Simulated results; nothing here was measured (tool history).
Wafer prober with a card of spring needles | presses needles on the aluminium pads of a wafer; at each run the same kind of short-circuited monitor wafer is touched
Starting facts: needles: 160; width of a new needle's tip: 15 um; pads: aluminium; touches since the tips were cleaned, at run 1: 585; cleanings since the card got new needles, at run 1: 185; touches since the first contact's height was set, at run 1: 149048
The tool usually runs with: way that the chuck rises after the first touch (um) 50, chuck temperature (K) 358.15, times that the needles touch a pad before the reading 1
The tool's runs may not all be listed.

run	day	way that the chuck rises after the first touch (um)	chuck temperature (K)	times that the needles touch a pad before the reading	touches since the tips were cleaned	cleanings since the card got new needles	touches since the first contact's height was set	resistance of one needle with its contact and lead (mohm)	way that a needle slides on the pad (um)
1	0	50	358.15	1	585	185	149048	368	9.98
# day 0.354: tips cleaned on abrasive film
# day 0.712: tips cleaned on abrasive film
# day 1.154: tips cleaned on abrasive film
# day 1.6: tips cleaned on abrasive film
# day 1.954: tips cleaned on abrasive film
2	2.225	50	358.15	1	2006	190	165443	689	9.82
# day 2.317: tips cleaned on abrasive film
# day 2.758: tips cleaned on abrasive film
# day 3.204: tips cleaned on abrasive film
# day 3.646: tips cleaned on abrasive film
3	3.7	50	358.15	2	386	194	176293	271	10.16
# day 4.054: tips cleaned on abrasive film
# day 4.5: tips cleaned on abrasive film
# day 4.912: tips cleaned on abrasive film
4	4.912	50	358.15	2	0	197	185219	207	9.95
# day 5.354: tips cleaned on abrasive film
# day 5.8: tips cleaned on abrasive film
5	6.067	50	358.15	2	1986	199	193745	477	9.89
# day 6.158: tips cleaned on abrasive film
# day 6.6: tips cleaned on abrasive film
# day 7.046: tips cleaned on abrasive film
# day 7.488: tips cleaned on abrasive film
# day 7.929: tips cleaned on abrasive film
# day 8.375: tips cleaned on abrasive film
6	8.375	50	358.15	2	9	205	210756	204	9.88
# day 8.729: tips cleaned on abrasive film
# day 9.088: tips cleaned on abrasive film
# day 9.45: height of the first contact set anew
# day 9.542: tips cleaned on abrasive film
# day 9.988: tips cleaned on abrasive film
7	10.058	50	358.15	2	544	209	4468	285	10.98
# day 10.417: tips cleaned on abrasive film
# day 10.858: tips cleaned on abrasive film
# day 11.304: tips cleaned on abrasive film
# day 11.658: tips cleaned on abrasive film
8	11.854	50	358.15	2	1469	213	17710	412	10.69
# day 12.038: tips cleaned on abrasive film
# day 12.392: tips cleaned on abrasive film
# day 12.833: tips cleaned on abrasive film
# day 13.267: tips cleaned on abrasive film
9	13.267	33	358.15	1	0	217	28080	355	6.94
# day 13.708: tips cleaned on abrasive film
# day 14.154: tips cleaned on abrasive film
# day 14.596: tips cleaned on abrasive film
# day 15.042: tips cleaned on abrasive film
10	15.125	59	358.15	1	635	221	41795	344	12.48
# day 15.479: tips cleaned on abrasive film
# day 15.838: tips cleaned on abrasive film
# day 16.279: tips cleaned on abrasive film
11	16.3	59	358.15	1	148	224	50445	247	12.75
# day 16.654: tips cleaned on abrasive film
# day 17.1: tips cleaned on abrasive film
# day 17.542: tips cleaned on abrasive film
# day 17.988: tips cleaned on abrasive film
12	17.988	50	368.15	1	0	228	62866	207	10.5
# day 18.342: tips cleaned on abrasive film
# day 18.788: tips cleaned on abrasive film
# day 19.229: tips cleaned on abrasive film
# day 19.671: tips cleaned on abrasive film
# day 20.117: tips cleaned on abrasive film
13	20.283	50	368.15	1	1252	233	79815	554	10.31
# day 20.554: tips cleaned on abrasive film
# day 20.996: tips cleaned on abrasive film
# day 21.442: tips cleaned on abrasive film
# day 21.883: tips cleaned on abrasive film
14	22.054	50	299.15	1	1262	237	92848	543	10.35
# day 22.321: tips cleaned on abrasive film
# day 22.762: tips cleaned on abrasive film
15	22.996	55	313.15	2	1729	239	99809	412	11.5
# day 23.175: tips cleaned on abrasive film
# day 23.621: tips cleaned on abrasive film
# day 24.062: tips cleaned on abrasive film
16	24.112	55	313.15	2	371	242	108029	259	11.37
# day 24.471: tips cleaned on abrasive film
# day 24.912: tips cleaned on abrasive film
# day 25.271: tips cleaned on abrasive film
# day 25.712: tips cleaned on abrasive film
# day 26.154: tips cleaned on abrasive film
17	26.275	55	313.15	2	887	247	123959	347	11.66
# day 26.542: tips cleaned on abrasive film
# day 26.988: tips cleaned on abrasive film
# day 27.429: tips cleaned on abrasive film
# day 27.875: tips cleaned on abrasive film
18	28.058	50	341.15	1	1357	251	137089	631	10.08
# day 28.238: tips cleaned on abrasive film
# day 28.683: tips cleaned on abrasive film
# day 29.125: tips cleaned on abrasive film
19	29.254	40	358.15	1	956	254	145902	697	7.76
# day 29.521: tips cleaned on abrasive film
# day 29.967: tips cleaned on abrasive film
# day 30.408: tips cleaned on abrasive film
# day 30.762: tips cleaned on abrasive film
# day 31.15: tips cleaned on abrasive film
20	31.15	66	344.15	1	0	259	159866	184	13.63
# day 31.508: tips cleaned on abrasive film
# day 31.95: tips cleaned on abrasive film
# day 32.396: tips cleaned on abrasive film
# day 32.838: tips cleaned on abrasive film
21	33.021	66	344.15	1	1351	263	173645	427	13.51
# day 33.2: tips cleaned on abrasive film
# day 33.642: tips cleaned on abrasive film
# day 34: tips cleaned on abrasive film
# day 34.442: tips cleaned on abrasive film
22	34.758	40	358.15	1	2358	267	186470	1240	7.51
# day 34.85: tips cleaned on abrasive film
# day 35.296: tips cleaned on abrasive film
# day 35.738: tips cleaned on abrasive film
# day 36.183: tips cleaned on abrasive film
# day 36.625: tips cleaned on abrasive film
# day 36.983: tips cleaned on abrasive film
23	37.05	50	358.15	2	497	273	203318	329	9.73
# day 37.404: tips cleaned on abrasive film
# day 37.758: tips cleaned on abrasive film
# day 38.204: tips cleaned on abrasive film
# day 38.646: tips cleaned on abrasive film
24	38.879	70	315.15	1	1725	277	216816	441	14.1
# day 39.058: tips cleaned on abrasive film
# day 39.071: height of the first contact set anew
# day 39.517: tips cleaned on abrasive film
25	39.842	60	374.15	3	2437	279	5708	311	13.15
# day 39.933: tips cleaned on abrasive film
# day 40.292: tips cleaned on abrasive film
# day 40.733: tips cleaned on abrasive film
# day 41.179: tips cleaned on abrasive film
# day 41.621: tips cleaned on abrasive film
# day 42.067: tips cleaned on abrasive film
26	42.071	60	374.15	3	47	285	22105	182	12.97
# day 42.425: tips cleaned on abrasive film
# day 42.871: tips cleaned on abrasive film
27	43.1	33	358.15	1	1707	287	29693	1360	7.02

Consider 3 possible next runs. They are alternatives, not a sequence: every one starts from the tool as it was left by run 27. What does each give?
# day 43.279: tips cleaned on abrasive film
# day 43.725: tips cleaned on abrasive film
# day 44.167: tips cleaned on abrasive film
# day 44.608: tips cleaned on abrasive film
# day 45.054: tips cleaned on abrasive film
A	45.162	33	332.15	1	815	292	44897	?	?
# day 43.279: tips cleaned on abrasive film
# day 43.725: tips cleaned on abrasive film
# day 44.167: tips cleaned on abrasive film
# day 44.608: tips cleaned on abrasive film
# day 45.054: tips cleaned on abrasive film
B	45.162	59	307.15	1	815	292	44897	?	?
# day 43.279: tips cleaned on abrasive film
# day 43.725: tips cleaned on abrasive film
# day 44.167: tips cleaned on abrasive film
# day 44.608: tips cleaned on abrasive film
# day 45.054: tips cleaned on abrasive film
C	45.162	50	397.15	1	815	292	44897	?	?

run	resistance of one needle with its contact and lead (mohm)	way that a needle slides on the pad (um)
A	981	6.85
B	416	12.7
C	495	10.68
Had the tool no hidden state, the same runs would have come out as:
run	resistance of one needle with its contact and lead (mohm)	way that a needle slides on the pad (um)
A	172	7.07
B	146	12.92
C	169	10.91
